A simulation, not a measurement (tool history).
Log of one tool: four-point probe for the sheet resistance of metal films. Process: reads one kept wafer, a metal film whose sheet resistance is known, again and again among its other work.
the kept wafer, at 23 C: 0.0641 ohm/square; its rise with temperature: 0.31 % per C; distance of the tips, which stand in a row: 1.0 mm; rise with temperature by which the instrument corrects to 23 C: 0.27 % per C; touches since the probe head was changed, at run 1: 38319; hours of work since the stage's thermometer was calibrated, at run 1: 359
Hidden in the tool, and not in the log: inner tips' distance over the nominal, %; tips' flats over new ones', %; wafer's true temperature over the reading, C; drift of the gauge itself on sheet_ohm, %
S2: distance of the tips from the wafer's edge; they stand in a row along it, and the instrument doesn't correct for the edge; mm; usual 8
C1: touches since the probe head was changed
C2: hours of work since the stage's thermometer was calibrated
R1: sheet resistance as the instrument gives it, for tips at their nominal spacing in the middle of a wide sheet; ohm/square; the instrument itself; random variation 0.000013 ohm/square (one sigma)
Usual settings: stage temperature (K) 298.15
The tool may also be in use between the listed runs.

run 1 hour=0.0 | stage_temperature_(K)=298.15 S2=8 | C1=38319 C2=359 | R1=0.065037
run 2 hour=53.1 | stage_temperature_(K)=298.15 S2=8 | C1=39408 C2=387 | R1=0.065056
run 3 hour=131.3 | stage_temperature_(K)=298.15 S2=8 | C1=41014 C2=429 | R1=0.065008
run 4 hour=262.0 | stage_temperature_(K)=298.15 S2=8 | C1=43696 C2=499 | R1=0.065026
run 5 hour=336.9 | stage_temperature_(K)=299.15 S2=8 | C1=45232 C2=540 | R1=0.065070
run 6 hour=420.3 | stage_temperature_(K)=299.15 S2=8 | C1=46943 C2=584 | R1=0.065093
run 7 hour=552.0 | stage_temperature_(K)=298.15 S2=4 | C1=49646 C2=655 | R1=0.066602
run 8 hour=646.0 | stage_temperature_(K)=298.15 S2=4 | C1=51574 C2=705 | R1=0.066607
run 9 hour=765.5 | stage_temperature_(K)=298.15 S2=4 | C1=54026 C2=769 | R1=0.066612
run 10 hour=830.7 | stage_temperature_(K)=298.15 S2=4 | C1=55364 C2=804 | R1=0.066607
run 11 hour=905.7 | stage_temperature_(K)=298.15 S2=4 | C1=56904 C2=845 | R1=0.066597
run 12 hour=968.6 | stage_temperature_(K)=298.15 S2=4 | C1=58193 C2=878 | R1=0.066646
run 13 hour=1092.5 | stage_temperature_(K)=300.15 S2=54 | C1=60737 C2=945 | R1=0.064586
run 14 hour=1159.5 | stage_temperature_(K)=298.15 S2=4 | C1=62111 C2=981 | R1=0.066636
run 15 hour=1261.7 | stage_temperature_(K)=292.15 S2=4 | C1=64209 C2=1035 | R1=0.066427
run 16 hour=1325.4 | stage_temperature_(K)=293.15 S2=3 | C1=65515 C2=1070 | R1=0.067987
run 17 hour=1454.3 | stage_temperature_(K)=293.15 S2=3 | C1=68159 C2=1139 | R1=0.067998
run 18 hour=1536.5 | stage_temperature_(K)=293.15 S2=3 | C1=69847 C2=1183 | R1=0.068019
run 19 hour=1592.8 | stage_temperature_(K)=296.15 S2=4 | C1=71001 C2=1213 | R1=0.066578
run 20 hour=1704.1 | stage_temperature_(K)=292.15 S2=13 | C1=73285 C2=1273 | R1=0.064603
run 21 hour=1772.6 | stage_temperature_(K)=292.15 S2=13 | C1=74692 C2=1309 | R1=0.064582
run 22 hour=1864.3 | stage_temperature_(K)=292.15 S2=13 | C1=76573 C2=1359 | R1=0.064592
run 23 hour=1973.4 | stage_temperature_(K)=303.15 S2=39 | C1=78811 C2=1417 | R1=0.064723
run 24 hour=2043.8 | stage_temperature_(K)=295.15 S2=51 | C1=80256 C2=1455 | R1=0.064497

Hidden state or all else? Some run-to-run changes of R1, split into what the settings, what came in and random variation would give without the hidden state, and what is left for the hidden state (with any gauge scatter that isn't in both results):
Run 6 -> 7: stage temperature (K) 299.15 -> 298.15, S2 8 -> 4. R1 +0.001509 ohm/square: hidden state +0.000013, all else +0.001496.
Run 12 -> 13: stage temperature (K) 298.15 -> 300.15, S2 4 -> 54. R1 -0.002060 ohm/square: hidden state -0.000006, all else -0.002054.
Run 13 -> 14: stage temperature (K) 300.15 -> 298.15, S2 54 -> 4. R1 +0.002050 ohm/square: hidden state +0.000013, all else +0.002037.

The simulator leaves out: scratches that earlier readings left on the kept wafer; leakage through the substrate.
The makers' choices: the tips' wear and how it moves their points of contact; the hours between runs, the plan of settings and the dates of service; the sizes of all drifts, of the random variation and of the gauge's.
